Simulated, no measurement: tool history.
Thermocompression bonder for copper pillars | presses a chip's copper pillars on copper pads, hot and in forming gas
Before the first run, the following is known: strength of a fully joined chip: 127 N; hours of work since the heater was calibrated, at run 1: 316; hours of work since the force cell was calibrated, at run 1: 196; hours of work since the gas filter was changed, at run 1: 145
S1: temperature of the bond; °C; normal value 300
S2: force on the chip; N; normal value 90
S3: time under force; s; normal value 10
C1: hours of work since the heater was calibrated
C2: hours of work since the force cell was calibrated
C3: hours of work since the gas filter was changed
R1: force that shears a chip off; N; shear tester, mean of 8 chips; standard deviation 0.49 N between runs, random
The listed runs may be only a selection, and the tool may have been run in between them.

run 1 day=0.000 | S1=300 S2=90 S3=10 | C1=316 C2=196 C3=145 | R1=59.3
run 2 day=0.325 | S1=300 S2=90 S3=10 | C1=320 C2=200 C3=150 | R1=58.8
run 3 day=0.808 | S1=300 S2=90 S3=10 | C1=326 C2=206 C3=156 | R1=59.0
run 4 day=1.258 | S1=300 S2=90 S3=10 | C1=332 C2=212 C3=161 | R1=58.1
run 5 day=1.729 | S1=300 S2=90 S3=10 | C1=338 C2=218 C3=167 | R1=58.4
run 6 day=1.975 | S1=300 S2=90 S3=10 | C1=341 C2=221 C3=170 | R1=58.6
run 7 day=2.196 | S1=300 S2=90 S3=10 | C1=344 C2=224 C3=173 | R1=58.5
run 8 day=2.638 | S1=300 S2=111 S3=10 | C1=349 C2=229 C3=178 | R1=64.4
-- day=2.925 forming gas filter changed
run 9 day=3.071 | S1=300 S2=111 S3=10 | C1=354 C2=234 C3=2 | R1=70.2
run 10 day=3.296 | S1=317 S2=111 S3=10 | C1=357 C2=237 C3=5 | R1=79.3
run 11 day=3.588 | S1=300 S2=90 S3=7 | C1=361 C2=241 C3=8 | R1=55.7
run 12 day=3.912 | S1=300 S2=83 S3=7 | C1=365 C2=245 C3=12 | R1=53.3
run 13 day=4.396 | S1=327 S2=83 S3=7 | C1=371 C2=251 C3=18 | R1=66.4
run 14 day=4.621 | S1=300 S2=57 S3=10 | C1=374 C2=254 C3=21 | R1=49.9
run 15 day=4.917 | S1=300 S2=57 S3=10 | C1=377 C2=257 C3=25 | R1=50.2
run 16 day=5.246 | S1=300 S2=57 S3=10 | C1=382 C2=262 C3=29 | R1=50.1
run 17 day=5.733 | S1=281 S2=90 S3=10 | C1=388 C2=268 C3=35 | R1=51.3
-- day=5.846 heater calibrated with a thermocouple chip
run 18 day=6.079 | S1=281 S2=90 S3=10 | C1=3 C2=271 C3=38 | R1=52.7
run 19 day=6.575 | S1=281 S2=90 S3=10 | C1=9 C2=277 C3=45 | R1=52.3
-- day=6.971 heater calibrated with a thermocouple chip, once more
run 20 day=7.038 | S1=281 S2=90 S3=10 | C1=1 C2=282 C3=49 | R1=50.8
run 21 day=7.471 | S1=281 S2=90 S3=10 | C1=6 C2=287 C3=55 | R1=50.7
run 22 day=7.888 | S1=281 S2=90 S3=10 | C1=11 C2=292 C3=60 | R1=50.0
run 23 day=8.221 | S1=308 S2=111 S3=10 | C1=16 C2=297 C3=64 | R1=71.1
run 24 day=8.525 | S1=308 S2=111 S3=10 | C1=19 C2=300 C3=68 | R1=70.3
run 25 day=8.921 | S1=310 S2=111 S3=5 | C1=24 C2=305 C3=73 | R1=57.6
run 26 day=9.379 | S1=310 S2=111 S3=5 | C1=30 C2=311 C3=79 | R1=56.7
run 27 day=9.688 | S1=290 S2=109 S3=7 | C1=34 C2=315 C3=82 | R1=53.1
run 28 day=10.204 | S1=306 S2=108 S3=10 | C1=40 C2=321 C3=89 | R1=68.4
run 29 day=10.717 | S1=271 S2=63 S3=10 | C1=47 C2=328 C3=95 | R1=37.2
run 30 day=11.071 | S1=292 S2=85 S3=5 | C1=51 C2=332 C3=100 | R1=41.5
run 31 day=11.421 | S1=292 S2=85 S3=5 | C1=56 C2=337 C3=104 | R1=42.0
run 32 day=11.783 | S1=273 S2=90 S3=11 | C1=60 C2=341 C3=109 | R1=47.5
run 33 day=12.204 | S1=300 S2=124 S3=10 | C1=65 C2=346 C3=114 | R1=69.7
run 34 day=12.438 | S1=280 S2=104 S3=10 | C1=68 C2=349 C3=117 | R1=52.9
run 35 day=12.767 | S1=280 S2=104 S3=10 | C1=72 C2=353 C3=121 | R1=52.4
run 36 day=13.083 | S1=301 S2=90 S3=10 | C1=76 C2=357 C3=125 | R1=59.3
run 37 day=13.588 | S1=329 S2=74 S3=10 | C1=83 C2=364 C3=131 | R1=68.1
run 38 day=14.079 | S1=300 S2=88 S3=10 | C1=89 C2=370 C3=137 | R1=57.9
run 39 day=14.596 | S1=299 S2=90 S3=6 | C1=95 C2=376 C3=144 | R1=48.4
run 40 day=14.971 | S1=287 S2=130 S3=9 | C1=100 C2=381 C3=148 | R1=60.2

Pick out some run-to-run changes in R1. Of each, how much would a tool without hidden state show as well, from the settings, what came in and chance, and how much is left for the hidden state and any gauge scatter not in both results compared?
Unlogged tool condition in this case: true temperature of the bond over the reading, C; force that reaches the chip, % of what is set; oxide that the forming gas leaves, % of the face; drift of the gauge itself on shear_n, %.
Run 8 -> 9: forming gas filter changed. R1 +5.8 N: hidden state +5.5, all else +0.3.
Run 10 -> 11: S1 317 -> 300, S2 111 -> 90, S3 10 -> 7. R1 -23.6 N: hidden state -0.1, all else -23.5.
Run 19 -> 20: heater calibrated with a thermocouple chip, once more. R1 -1.5 N: hidden state -2.0, all else +0.5.
Run 28 -> 29: S1 306 -> 271, S2 108 -> 63. R1 -31.2 N: hidden state +1.0, all else -32.2.
Run 32 -> 33: S1 273 -> 300, S2 90 -> 124, S3 11 -> 10. R1 +22.2 N: hidden state -1.2, all else +23.4.

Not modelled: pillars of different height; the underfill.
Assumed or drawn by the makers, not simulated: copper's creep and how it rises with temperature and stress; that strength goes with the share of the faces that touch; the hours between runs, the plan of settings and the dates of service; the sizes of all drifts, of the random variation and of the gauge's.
